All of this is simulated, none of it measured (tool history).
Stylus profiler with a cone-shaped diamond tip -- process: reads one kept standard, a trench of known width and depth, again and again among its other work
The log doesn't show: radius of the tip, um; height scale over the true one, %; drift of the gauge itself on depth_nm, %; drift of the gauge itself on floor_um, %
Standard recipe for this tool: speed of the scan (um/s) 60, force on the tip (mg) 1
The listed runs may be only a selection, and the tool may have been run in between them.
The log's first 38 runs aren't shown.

| run | hour | speed of the scan (um/s) | force on the tip (mg) | scans with this tip | hours of work since the height scale was calibrated | depth of the trench (Å) | width of the trench's floor (nm) |
|---|---|---|---|---|---|---|---|
| 39 | 529.9 | 79 | 2.51 | 17909 | 1213 | 1010.3 | 27910 |
| 40 | 546.2 | 102 | 0.44 | 18081 | 1225 | 1004.7 | 26920 |
| 41 | 559.5 | 190 | 0.89 | 18221 | 1234 | 1006.5 | 26450 |
| 42 | 577.3 | 60 | 0.55 | 18408 | 1247 | 1005.2 | 27600 |
| 43 | 589.8 | 115 | 0.78 | 18541 | 1256 | 1005.8 | 27100 |
| 44 | 598.4 | 51 | 2.82 | 18631 | 1262 | 1011.2 | 28040 |
| 45 | 617.9 | 36 | 0.48 | 18836 | 1276 | 1004.8 | 27850 |
| 46 | 626.6 | 20 | 0.68 | 18929 | 1282 | 1005.5 | 28090 |
| 47 | 645.2 | 27 | 0.47 | 19124 | 1296 | 1005.1 | 27960 |

Forecast each of these 4 alternatives for the next run:
| A | 665.7 | 87 | 0.47 | 19341 | 1310 | ? | ? |
| B | 665.7 | 118 | 0.36 | 19341 | 1310 | ? | ? |
| C | 665.7 | 46 | 1.1 | 19341 | 1310 | ? | ? |
| D | 665.7 | 217 | 0.47 | 19341 | 1310 | ? | ? |

| run | depth of the trench (Å) | width of the trench's floor (nm) |
|---|---|---|
| A | 1005 | 27130 |
| B | 1004.7 | 26460 |
| C | 1007.3 | 27930 |
| D | 1005 | 25310 |
Had the tool no hidden state, the same runs would have come out as:
| run | depth of the trench (Å) | width of the trench's floor (nm) |
|---|---|---|
| A | 1002.5 | 27550 |
| B | 1002.2 | 26870 |
| C | 1004.8 | 28340 |
| D | 1002.5 | 25720 |

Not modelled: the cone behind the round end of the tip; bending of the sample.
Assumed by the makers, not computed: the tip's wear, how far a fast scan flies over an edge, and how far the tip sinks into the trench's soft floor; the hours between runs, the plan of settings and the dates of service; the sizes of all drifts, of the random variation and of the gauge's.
